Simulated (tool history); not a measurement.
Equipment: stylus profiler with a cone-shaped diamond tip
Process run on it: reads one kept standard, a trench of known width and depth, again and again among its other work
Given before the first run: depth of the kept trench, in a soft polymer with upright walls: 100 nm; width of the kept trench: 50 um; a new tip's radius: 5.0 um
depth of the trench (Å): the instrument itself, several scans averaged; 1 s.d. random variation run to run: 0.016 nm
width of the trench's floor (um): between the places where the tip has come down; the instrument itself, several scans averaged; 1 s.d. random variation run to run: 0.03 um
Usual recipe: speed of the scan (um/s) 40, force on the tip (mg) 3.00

run,hour,speed of the scan (um/s),force on the tip (mg),depth of the trench (Å),width of the trench's floor (um)
1,0.0,40,3.00,1017.4,47.90
2,26.2,40,3.00,1017.4,47.96
3,54.0,40,3.00,1017.2,47.90
4,81.2,40,3.00,1017.4,47.87
5,132.0,40,3.00,1017.1,47.90
# hour 136.5: height scale calibrated on a step standard
6,164.2,40,3.00,1017.0,47.85
7,188.8,40,7.27,1031.3,47.95
8,240.5,40,7.27,1031.3,47.91
9,292.4,40,7.27,1031.1,47.84
# hour 315.7: height scale calibrated on a step standard, once more
10,317.1,40,7.27,1031.8,47.84
11,363.3,40,7.27,1031.9,47.88

For each run, the measured value with the value that run would have given without the tool's hidden condition subtracted. The run-to-run variation is shared by both, the gauge scatter possibly not:
Hidden conditions of the tool in this case: radius of the tip, um; height scale over the true one, %; drift of the gauge itself on depth_nm, %; drift of the gauge itself on floor_um, %.
run,depth of the trench (Å),width of the trench's floor (um)
1,-0.2,-0.02
2,-0.2,-0.03
3,-0.3,-0.03
4,-0.3,-0.04
5,-0.3,-0.04
6,-0.5,-0.05
7,-0.6,-0.06
8,-0.6,-0.06
9,-0.7,-0.07
10,+0.0,-0.08
11,-0.1,-0.09
